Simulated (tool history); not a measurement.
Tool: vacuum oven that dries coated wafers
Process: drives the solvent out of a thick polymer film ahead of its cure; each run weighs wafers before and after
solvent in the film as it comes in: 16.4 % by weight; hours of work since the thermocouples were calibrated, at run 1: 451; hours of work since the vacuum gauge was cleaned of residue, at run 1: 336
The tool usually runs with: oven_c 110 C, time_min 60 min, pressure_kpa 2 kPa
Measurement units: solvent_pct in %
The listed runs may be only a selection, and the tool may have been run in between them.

| run | day | oven_c | time_min | pressure_kpa | hours of work since the thermocouples were calibrated | hours of work since the vacuum gauge was cleaned of residue | solvent_pct |
|---|---|---|---|---|---|---|---|
| 1 | 0 | 110 | 60 | 2 | 451 | 336 | 4.22 |
| 2 | 0.954 | 110 | 60 | 2 | 463 | 348 | 4.24 |
| 3 | 1.95 | 110 | 60 | 2 | 475 | 360 | 4.18 |
| 4 | 2.546 | 110 | 60 | 2 | 482 | 367 | 4.27 |
|  | 2.671 | vacuum gauge cleaned of residue and calibrated |
| 5 | 3.121 | 110 | 60 | 2 | 488 | 6 | 4.31 |
| 6 | 4.108 | 110 | 60 | 2 | 500 | 18 | 4.26 |
| 7 | 5.188 | 112 | 57 | 1.36 | 514 | 31 | 3.53 |
| 8 | 5.779 | 102 | 60 | 6.5 | 521 | 38 | 10.88 |
| 9 | 6.221 | 102 | 44 | 6.5 | 526 | 44 | 11.25 |
| 10 | 6.742 | 102 | 44 | 6.5 | 533 | 50 | 11.36 |

Branching from run 10: 4 alternative next runs. What would each branch give?
|  | 7.296 | vacuum gauge cleaned of residue and calibrated, once more |
| A | 7.375 | 119 | 60 | 2 | 540 | 1 | ? |
|  | 7.296 | vacuum gauge cleaned of residue and calibrated, once more |
| B | 7.375 | 122 | 61 | 7.85 | 540 | 1 | ? |
|  | 7.296 | vacuum gauge cleaned of residue and calibrated, once more |
| C | 7.375 | 110 | 44 | 1.05 | 540 | 1 | ? |
|  | 7.296 | vacuum gauge cleaned of residue and calibrated, once more |
| D | 7.375 | 111 | 44 | 5.3 | 540 | 1 | ? |

| run | solvent_pct |
|---|---|
| A | 2.59 |
| B | 5.84 |
| C | 4.7 |
| D | 7.75 |
With the hidden condition removed and each run's random variation left untouched, the same runs would have given:
| run | solvent_pct |
|---|---|
| A | 2.49 |
| B | 5.68 |
| C | 4.55 |
| D | 7.55 |

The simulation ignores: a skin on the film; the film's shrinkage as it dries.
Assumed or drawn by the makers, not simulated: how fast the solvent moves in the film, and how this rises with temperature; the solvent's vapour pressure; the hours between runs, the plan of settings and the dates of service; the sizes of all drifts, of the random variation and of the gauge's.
